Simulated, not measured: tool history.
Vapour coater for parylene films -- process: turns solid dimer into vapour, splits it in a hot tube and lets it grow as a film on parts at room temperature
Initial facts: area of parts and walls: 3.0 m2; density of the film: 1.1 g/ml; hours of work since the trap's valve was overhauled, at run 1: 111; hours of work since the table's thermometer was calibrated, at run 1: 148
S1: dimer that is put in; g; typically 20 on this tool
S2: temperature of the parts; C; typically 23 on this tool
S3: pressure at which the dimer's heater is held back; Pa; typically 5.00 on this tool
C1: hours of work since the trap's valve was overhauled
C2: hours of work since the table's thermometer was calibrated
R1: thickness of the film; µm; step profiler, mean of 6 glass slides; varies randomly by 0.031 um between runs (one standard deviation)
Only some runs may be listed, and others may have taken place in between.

run   hour  S1  S2     S3   C1   C2    R1
  1    0.0  20  23   5.00  111  148  3.97
  2   24.7  20  23   5.00  128  165  3.90
  3   44.0  20  23   5.00  142  178  3.95
  4   57.6  20  23   5.00  151  187  3.88
  5   71.1  20  23  12.00  160  197  3.72
  6   89.1  20  23  12.00  173  209  3.68
  7  102.1  20  23  12.00  181  218  3.67
  8  115.6  27  23  12.00  191  227  4.94
  9  137.9  20  23   5.00  206  242  3.87
 10  163.9  20  23   5.00  224  260  3.88
 11  183.8  20  23   5.00  237  274  3.81
 12  196.3  20  23   5.00  246  282  3.85
 13  219.3  20  23   5.00  262  298  3.85
 14  235.1  20  23   5.00  273  309  3.77
     259.4  -- trap's valve overhauled
 15  259.4  20  23   5.00    0  323  4.09
 16  284.8  20  23   5.00   17  340  4.09
 17  299.7  20  23   5.00   28  351  4.08
 18  315.1  20  23   2.11   38  361  4.26
 19  332.7  20  23   2.11   50  373  4.31
 20  351.6  20  29   5.00   63  386  3.11
 21  372.3  10  29   5.00   77  400  1.53
 22  396.8  10  29   5.00   94  417  1.53
 23  408.8  10  29   5.00  102  425  1.52
 24  431.6  10  29   5.00  118  441  1.50
 25  455.4  10  28  10.99  134  457  1.52
 26  474.6  20  31  10.65  147  470  2.63
 27  501.2  20  31  10.65  166  489  2.63
 28  518.3  30  28   9.00  177  500  4.51
 29  531.7  13  25   7.23  187  510  2.34
 30  552.6  11  23   4.90  201  524  2.20
 31  576.8   8  35   6.48  218  540  0.88
 32  588.7  19  18   5.00  226  549  4.60
 33  613.9  26  16   5.00  243  566  7.00
 34  630.0  15  20  10.09  254  577  3.21
 35  651.1  15  20  10.09  268  591  3.20
 36  663.9  19  23  11.20  277  600  3.45
     682.9  -- trap's valve overhauled
 37  683.1  28  23   5.00    0  611  5.72
 38  708.3   8  20   5.00   17  628  1.89
 39  722.6   8  20   5.00   27  638  1.90
 40  735.3  20  23   2.30   36  646  4.24
 41  761.4  24  23   5.00   54  664  4.94
 42  788.1  32  23   6.57   72  683  6.43
 43  803.4  32  23   6.57   83  693  6.34
 44  827.8  32  23   6.57   99  710  6.35
 45  854.4  32  23   6.57  118  728  6.31

Predict each of these 3 candidate next runs independently; none follows another, all start after run 45:
  A  874.6  12  17  5.00  131  742   ?
  B  874.6  20  17  3.01  131  742   ?
  C  874.6  14  15  6.57  131  742   ?

run    R1
  A  3.18
  B  5.46
  C  3.98
Without the tool's hidden state the same runs would have given:
run    R1
  A  3.21
  B  5.51
  C  4.01
